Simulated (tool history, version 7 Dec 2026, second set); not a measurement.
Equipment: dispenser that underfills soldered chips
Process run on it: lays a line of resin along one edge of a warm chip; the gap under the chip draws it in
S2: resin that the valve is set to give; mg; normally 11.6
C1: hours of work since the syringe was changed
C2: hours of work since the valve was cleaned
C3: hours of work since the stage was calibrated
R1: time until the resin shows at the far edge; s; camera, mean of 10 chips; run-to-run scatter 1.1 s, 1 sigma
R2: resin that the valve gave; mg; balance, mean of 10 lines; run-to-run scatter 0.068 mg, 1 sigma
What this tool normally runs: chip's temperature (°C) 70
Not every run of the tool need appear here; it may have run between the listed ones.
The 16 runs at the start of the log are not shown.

Run 17, hour 75.2: usual settings; C1 4; C2 22; C3 124. Result: R1 117.2 s, R2 11.37 mg.
Run 18, hour 79.9: usual settings; C1 7; C2 25; C3 127. Result: R1 130.2 s, R2 11.22 mg.
At hour 84.4: new syringe of resin.
Run 19, hour 86.7: usual settings; C1 2; C2 30; C3 132. Result: R1 109.2 s, R2 11.24 mg.
Run 20, hour 92.1: usual settings; C1 5; C2 34; C3 136. Result: R1 121.9 s, R2 11.22 mg.
Run 21, hour 96.2: usual settings but chip's temperature (°C) 74, S2 13.7 mg; C1 8; C2 37; C3 138. Result: R1 109.8 s, R2 13.20 mg.
At hour 98.8: new syringe of resin.
Run 22, hour 100.2: usual settings but chip's temperature (°C) 73, S2 11.5 mg; C1 1; C2 39; C3 141. Result: R1 93.1 s, R2 11.13 mg.
Run 23, hour 103.3: usual settings but chip's temperature (°C) 73, S2 11.5 mg; C1 3; C2 41; C3 143. Result: R1 100.8 s, R2 10.92 mg.
Run 24, hour 108.4: usual settings but chip's temperature (°C) 74; C1 7; C2 45; C3 147. Result: R1 107.1 s, R2 11.11 mg.

Run 25, settings as shown, results not yet in. Your forecast:
At hour 113.2: new syringe of resin.
Run 25, hour 115.4: usual settings but chip's temperature (°C) 73, S2 11.1 mg; C1 2; C2 50; C3 152. Result: R1 ?, R2 ?.

Run 25 produced R1 95.7 s, R2 10.54 mg.
The same run, on a tool lacking any hidden state, would have yielded R1 92.1 s, R2 11.04 mg.
